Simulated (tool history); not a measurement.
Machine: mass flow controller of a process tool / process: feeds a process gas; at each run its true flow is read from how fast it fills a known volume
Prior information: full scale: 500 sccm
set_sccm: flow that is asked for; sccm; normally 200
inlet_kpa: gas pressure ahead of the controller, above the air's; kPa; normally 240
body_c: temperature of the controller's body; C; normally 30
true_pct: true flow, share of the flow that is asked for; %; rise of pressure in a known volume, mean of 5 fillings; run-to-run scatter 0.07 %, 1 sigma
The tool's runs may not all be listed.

run	hour	set_sccm	inlet_kpa	body_c	true_pct
1	0	200	240	30	98.37
2	85.6	200	240	30	98.28
3	204.9	200	240	30	98.52
4	329.6	200	240	30	98.46
5	455.6	200	240	30	98.41
6	565.5	200	168	30	97.93
7	678.6	200	240	30	98.44
8	769.2	200	214	30	98.35
9	898.2	200	214	30	98.32
10	1016.5	200	240	30	98.46
11	1151.5	200	240	30	98.62
# hour 1219.8: controller exchanged for a calibrated one
12	1286.4	232	240	30	98.7
13	1413	232	240	30	98.77
14	1514	68	240	30	98.12
15	1650.8	68	240	30	98.05
16	1723.1	68	240	22	98.79
17	1825.1	176	240	22	99.2
18	1956.8	176	240	22	99.41
19	2052.8	200	240	30	98.74
20	2127.5	200	240	30	98.67
21	2270.3	200	268	33	98.66
22	2353	200	268	33	98.6
23	2477.4	200	141	25	98.66
24	2640.6	309	162	39	97.78
25	2721.7	104	240	24	98.97
26	2846.7	104	240	24	99.01
27	2953.7	104	240	24	99.1
28	3043.4	104	240	24	99.13
29	3205.8	200	240	37	98.19
30	3302.4	200	240	37	98.2
31	3448.7	200	240	37	98.15
32	3576.4	200	240	37	98.28
33	3707.5	200	240	37	98.15
34	3815.4	441	213	23	100.74
35	3898.8	294	149	27	99.11
36	3980.6	300	192	27	99.52
37	4102.2	300	192	27	99.6
38	4245.5	300	192	27	99.37
# hour 4341.7: gauge calibrated
39	4386.8	189	144	34	97.18

4 options for the next run, each taken on its own from the tool as it stands now. Forecast them:
A	4524.5	200	240	22	?
B	4524.5	200	240	26	?
C	4524.5	305	239	36	?
D	4524.5	189	277	29	?

run	true_pct
A	99.23
B	98.7
C	98.33
D	98.55
The same runs, with their run-to-run variation unchanged, on a tool lacking any hidden condition would have given:
run	true_pct
A	99.2
B	98.68
C	98.3
D	98.52

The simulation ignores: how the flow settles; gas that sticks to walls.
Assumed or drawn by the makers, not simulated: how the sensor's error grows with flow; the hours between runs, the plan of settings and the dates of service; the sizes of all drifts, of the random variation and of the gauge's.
